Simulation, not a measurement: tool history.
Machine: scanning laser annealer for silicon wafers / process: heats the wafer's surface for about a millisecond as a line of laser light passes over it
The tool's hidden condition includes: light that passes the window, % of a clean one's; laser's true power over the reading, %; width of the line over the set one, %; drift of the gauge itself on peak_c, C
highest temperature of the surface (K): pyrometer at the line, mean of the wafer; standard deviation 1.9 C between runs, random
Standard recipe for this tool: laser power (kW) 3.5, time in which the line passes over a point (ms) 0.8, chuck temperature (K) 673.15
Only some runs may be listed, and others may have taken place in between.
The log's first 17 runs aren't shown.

run,day,laser power (kW),time in which the line passes over a point (ms),chuck temperature (K),hours of work since the window was cleaned,hours of work since the power meter was calibrated,hours of work since the optics were aligned,highest temperature of the surface (K)
18,34.008,3.5,0.8,683.15,163,1530,954,1382.15
19,35.446,3.58,0.8,683.15,186,1552,977,1398.15
20,38.1,3.58,0.8,683.15,227,1594,1018,1396.15
21,40.138,3.58,0.8,683.15,259,1625,1050,1396.15
22,42.225,3.5,0.651,694.15,291,1658,1082,1324.15
23,44.475,3.786,0.939,673.15,326,1693,1117,1480.15
24,46.767,3.786,0.939,673.15,362,1729,1153,1477.15
25,49.529,3.786,0.939,673.15,405,1772,1196,1477.15
# day 50.175: window over the wafer cleaned
# day 50.938: optics aligned, line set to its width
26,51.95,3.786,0.939,673.15,24,1805,16,1517.15
27,53.938,3.5,0.8,677.15,55,1836,47,1393.15
28,56.192,3.5,0.933,673.15,91,1871,82,1438.15
29,57.946,3.451,0.933,673.15,118,1898,109,1424.15
30,60.829,3.451,0.933,673.15,163,1943,154,1423.15
31,63.454,3.451,0.933,673.15,204,1984,195,1419.15
32,65.646,3.467,0.792,672.15,238,2018,229,1372.15
33,68.425,3.045,0.772,664.15,281,2062,272,1254.15
34,70.942,2.992,0.8,668.15,320,2101,312,1256.15
35,72.592,2.992,0.8,668.15,346,2127,337,1254.15
36,74.221,3.5,0.723,653.15,371,2152,363,1322.15
37,76.058,3.664,0.827,636.15,400,2181,391,1382.15
# day 77.208: window over the wafer cleaned
38,78.629,3.188,0.827,636.15,22,2219,430,1287.15
39,80.742,3.188,0.827,636.15,55,2252,463,1284.15
40,83.429,3.188,0.827,636.15,97,2294,505,1283.15

Below are 5 alternative next runs, each starting from the tool's condition after run 40. Predict each:
A,86.275,3.71,0.99,700.15,141,2339,549,?
B,86.275,3.188,0.892,636.15,141,2339,549,?
C,86.275,3.5,0.566,673.15,141,2339,549,?
D,86.275,3.384,0.63,679.15,141,2339,549,?
E,86.275,3.279,0.827,656.15,141,2339,549,?

run,highest temperature of the surface (K)
A,1527.15
B,1303.15
C,1282.15
D,1292.15
E,1323.15
With the hidden condition removed and each run's random variation left untouched, the same runs would have given:
run,highest temperature of the surface (K)
A,1543.15
B,1315.15
C,1294.15
D,1304.15
E,1336.15
